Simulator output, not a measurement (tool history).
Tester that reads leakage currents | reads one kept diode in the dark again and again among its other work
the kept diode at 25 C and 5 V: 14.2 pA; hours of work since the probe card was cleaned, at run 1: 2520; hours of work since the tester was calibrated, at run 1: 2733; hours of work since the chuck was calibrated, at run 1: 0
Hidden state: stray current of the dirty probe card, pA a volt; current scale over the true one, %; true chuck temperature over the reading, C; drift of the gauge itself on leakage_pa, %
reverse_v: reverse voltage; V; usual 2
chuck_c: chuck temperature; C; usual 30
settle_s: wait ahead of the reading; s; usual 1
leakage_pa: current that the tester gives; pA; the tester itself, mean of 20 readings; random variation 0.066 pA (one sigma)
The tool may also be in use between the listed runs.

run    hour  reverse_v  chuck_c  settle_s  hours of work since the probe card was cleaned  hours of work since the tester was calibrated  hours of work since the chuck was calibrated  leakage_pa
  1       0          2       30         1                                            2520                                           2733                                             0       17.75
  2   236.4          2       23         1                                            2654                                           2867                                           134       10.66
  3   346.4       1.32       30         1                                            2716                                           2929                                           197       13.95
  4   518.1       1.32       30         1                                            2814                                           3027                                           294        14.1
        649  -- probe card cleaned and baked
  5   764.5       1.32       30         1                                              66                                           3165                                           432       12.19
  6   982.6       1.32       30         1                                             189                                           3289                                           556       12.25
  7  1167.7          2       30      0.74                                             295                                           3394                                           661       15.44
  8  1295.5          2       30      0.74                                             367                                           3467                                           734       15.49
  9  1407.9          2       30         1                                             431                                           3531                                           798       15.59
 10  1561.8          2       30         1                                             518                                           3618                                           885       15.71
 11  1778.4          2       30         1                                             641                                           3741                                          1008       15.89
 12  1953.8          2       30         1                                             741                                           3840                                          1108       16.13
 13  2152.6          2       27         1                                             854                                           3953                                          1221       12.68
 14  2392.5          2       27         1                                             990                                           4090                                          1357       12.85
 15  2531.5          2       25         1                                            1069                                           4169                                          1436       10.89
 16  2687.6          2       30         1                                            1158                                           4257                                          1525       16.79
 17  2839.3          2       30         1                                            1244                                           4343                                          1611       16.99
 18    2940          2       30         1                                            1301                                           4401                                          1668       17.04
 19  3140.2       2.85       30         1                                            1415                                           4514                                          1782       21.02
 20  3274.2       4.52       30         1                                            1491                                           4590                                          1858       27.88
 21  3511.8       4.52       30         1                                            1626                                           4725                                          1993        28.3
     3624.9  -- chuck's temperature calibrated
 22  3740.8       19.2       41      4.69                                            1755                                           4854                                            66      145.31
 23  3920.1      17.17       30      1.32                                            1856                                           4956                                           168       65.11
 24  4030.2      17.17       30      1.32                                            1919                                           5019                                           230       65.58
 25  4226.2       7.23       21      3.24                                            2030                                           5130                                           341       21.63
 26  4387.4        3.9       20      3.24                                            2122                                           5221                                           433       13.28
 27  4633.5       2.34       20      5.45                                            2262                                           5361                                           573        9.61
 28  4849.9       2.83       30      5.45                                            2384                                           5484                                           696       22.18
 29  5072.8       2.07       21      0.31                                            2511                                           5611                                           822       10.31
 30  5177.8       2.41       36      9.41                                            2571                                           5670                                           882       32.71
     5280.4  -- tester calibrated
 31    5281        2.1       30      6.24                                            2628                                              0                                           939       18.86
 32  5511.2        2.1       30      6.24                                            2759                                            131                                          1070       19.02
 33    5725       6.16       30      6.24                                            2880                                            253                                          1192        37.7
       5744  -- probe card cleaned and baked
 34  5834.5       3.98       27      0.41                                              51                                            313                                          1252       17.03
 35    6081       2.61       30      4.31                                             191                                            453                                          1392       17.68
 36  6258.4       2.61       30      4.31                                             292                                            554                                          1493       17.93
 37  6369.4       7.06       30       0.6                                             355                                            617                                          1556       30.86
 38    6540       7.06       30       0.6                                             452                                            714                                          1653       31.88
 39  6672.6      17.75       52      1.49                                             527                                            789                                          1728      316.31
 40  6913.7       4.03       42      1.49                                             664                                            926                                          1865       65.94

4 ways to go on from here, each from the tool as it stands after run 40. What would each give?
  A  7129       8.65       20      0.61                                             787                                           1048                                          1987           ?
  B  7129          2       30       0.8                                             787                                           1048                                          1987           ?
  C  7129       1.26       42      1.58                                             787                                           1048                                          1987           ?
  D  7129      17.51       35      1.18                                             787                                           1048                                          1987           ?

run  leakage_pa
  A       17.81
  B       16.55
  C        36.5
  D       82.03
Without the tool's hidden state the same runs would have given:
run  leakage_pa
  A       12.69
  B       14.59
  C        33.8
  D          69
